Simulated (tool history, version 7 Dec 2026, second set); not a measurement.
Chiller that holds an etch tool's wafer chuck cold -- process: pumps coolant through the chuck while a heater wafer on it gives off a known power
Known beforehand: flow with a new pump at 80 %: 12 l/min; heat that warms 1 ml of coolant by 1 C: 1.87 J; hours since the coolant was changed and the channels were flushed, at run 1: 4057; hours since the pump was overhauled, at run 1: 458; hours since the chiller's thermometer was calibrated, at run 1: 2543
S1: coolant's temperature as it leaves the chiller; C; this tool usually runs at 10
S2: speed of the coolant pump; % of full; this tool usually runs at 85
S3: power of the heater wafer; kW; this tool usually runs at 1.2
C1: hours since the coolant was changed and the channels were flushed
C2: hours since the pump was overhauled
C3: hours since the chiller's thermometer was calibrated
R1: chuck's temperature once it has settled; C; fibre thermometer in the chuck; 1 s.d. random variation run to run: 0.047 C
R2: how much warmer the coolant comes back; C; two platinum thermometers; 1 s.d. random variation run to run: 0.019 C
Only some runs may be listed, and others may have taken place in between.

Run 1, hour 0: usual settings; C1 4057; C2 458; C3 2543. Result: R1 17.17 C, R2 2.98 C.
Run 2, hour 20.2: usual settings; C1 4077; C2 478; C3 2564. Result: R1 17.32 C, R2 2.98 C.
Run 3, hour 40.5: usual settings; C1 4097; C2 498; C3 2584. Result: R1 17.31 C, R2 2.97 C.
Run 4, hour 63.2: usual settings; C1 4120; C2 521; C3 2607. Result: R1 17.3 C, R2 2.99 C.
Run 5, hour 80.8: usual settings; C1 4138; C2 539; C3 2624. Result: R1 17.37 C, R2 3 C.
Run 6, hour 115.4: usual settings but S3 1.49 kW; C1 4172; C2 573; C3 2659. Result: R1 19.11 C, R2 3.74 C.
Run 7, hour 134.2: usual settings but S1 18 C; C1 4191; C2 592; C3 2678. Result: R1 25.33 C, R2 2.96 C.
Run 8, hour 160.3: usual settings but S1 18 C; C1 4217; C2 618; C3 2704. Result: R1 25.27 C, R2 2.99 C.
Run 9, hour 187.7: usual settings but S2 66 % of full; C1 4245; C2 646; C3 2731. Result: R1 18.89 C, R2 4.01 C.
Run 10, hour 208.1: usual settings but S3 1.771 kW; C1 4265; C2 666; C3 2752. Result: R1 20.94 C, R2 4.4 C.
Run 11, hour 240.3: usual settings but S3 1.771 kW; C1 4297; C2 698; C3 2784. Result: R1 20.92 C, R2 4.42 C.
Run 12, hour 269.4: usual settings; C1 4326; C2 727; C3 2813. Result: R1 17.27 C, R2 3.01 C.
Run 13, hour 301.3: usual settings; C1 4358; C2 759; C3 2845. Result: R1 17.35 C, R2 2.98 C.
Run 14, hour 317.6: usual settings; C1 4374; C2 775; C3 2861. Result: R1 17.38 C, R2 3.02 C.
Run 15, hour 343.9: usual settings; C1 4401; C2 802; C3 2887. Result: R1 17.31 C, R2 2.99 C.
At hour 347.7: chiller's thermometer calibrated.
Run 16, hour 364.9: usual settings; C1 4421; C2 822; C3 17. Result: R1 17.26 C, R2 3 C.
Run 17, hour 396: usual settings; C1 4452; C2 853; C3 48. Result: R1 17.3 C, R2 2.96 C.
At hour 413.6: chiller's thermometer calibrated, once more.
Run 18, hour 420: usual settings but S1 18 C, S2 80 % of full, S3 1.518 kW; C1 4475; C2 876; C3 6. Result: R1 28.08 C, R2 4.05 C.
Run 19, hour 447.1: usual settings but S1 16 C, S2 80 % of full, S3 0.893 kW; C1 4502; C2 903; C3 34. Result: R1 21.97 C, R2 2.4 C.
Run 20, hour 466.5: usual settings but S1 2 C, S2 95 % of full, S3 1.086 kW; C1 4521; C2 922; C3 53. Result: R1 8.36 C, R2 2.4 C.
Run 21, hour 487.3: usual settings but S1 2 C, S2 95 % of full, S3 1.086 kW; C1 4542; C2 943; C3 74. Result: R1 8.28 C, R2 2.4 C.
Run 22, hour 502.3: usual settings but S1 17 C, S2 95 % of full, S3 0.953 kW; C1 4557; C2 958; C3 89. Result: R1 22.51 C, R2 2.09 C.
Run 23, hour 532.3: usual settings but S1 15 C, S2 77 % of full; C1 4587; C2 988; C3 119. Result: R1 23.22 C, R2 3.36 C.
Run 24, hour 560.2: usual settings but S1 15 C, S2 77 % of full; C1 4615; C2 1016; C3 147. Result: R1 23.21 C, R2 3.38 C.
Run 25, hour 580.4: usual settings but S1 15 C, S2 78 % of full, S3 1.733 kW; C1 4635; C2 1036; C3 167. Result: R1 26.77 C, R2 4.84 C.
Run 26, hour 602.1: usual settings but S2 71 % of full; C1 4657; C2 1058; C3 189. Result: R1 18.74 C, R2 3.72 C.
Run 27, hour 634: usual settings but S2 97 % of full, S3 0.701 kW; C1 4689; C2 1090; C3 220. Result: R1 14.05 C, R2 1.5 C.
Run 28, hour 655.9: usual settings but S2 97 % of full, S3 0.701 kW; C1 4711; C2 1112; C3 242. Result: R1 14.04 C, R2 1.48 C.
Run 29, hour 687.8: usual settings but S2 97 % of full, S3 0.701 kW; C1 4743; C2 1144; C3 274. Result: R1 14.04 C, R2 1.53 C.
Run 30, hour 704.2: usual settings but S1 15 C; C1 4759; C2 1160; C3 291. Result: R1 22.63 C, R2 3.02 C.
Run 31, hour 737.5: usual settings but S1 13 C, S2 67 % of full, S3 0.758 kW; C1 4792; C2 1193; C3 324. Result: R1 18.76 C, R2 2.53 C.

Hidden state or all else? Some run-to-run changes of R1, split into what the settings, what came in and random variation would give without the hidden state, and what is left for the hidden state (with any gauge scatter that isn't in both results):
Hidden state present: heat passed by the chuck's channels, % of clean ones'; flow at a given pump speed, % of a new pump's; coolant's true temperature over the reading, C; drift of the gauge itself on chuck_c, C; drift of the gauge itself on warmer_back_c, C.
Run 17 -> 18: S1 10 -> 18, S2 85 -> 80, S3 1.2 -> 1.518, chiller's thermometer calibrated, once more. R1 +10.78 C: hidden state +0.53, all else +10.25.
Run 18 -> 19: S1 18 -> 16, S3 1.518 -> 0.893. R1 -6.11 C: hidden state -0.37, all else -5.74.
Run 19 -> 20: S1 16 -> 2, S2 80 -> 95, S3 0.893 -> 1.086. R1 -13.61 C: hidden state +0.05, all else -13.66.
Run 21 -> 22: S1 2 -> 17, S3 1.086 -> 0.953. R1 +14.23 C: hidden state -0.08, all else +14.31.
Run 26 -> 27: S2 71 -> 97, S3 1.2 -> 0.701. R1 -4.69 C: hidden state -0.41, all else -4.28.
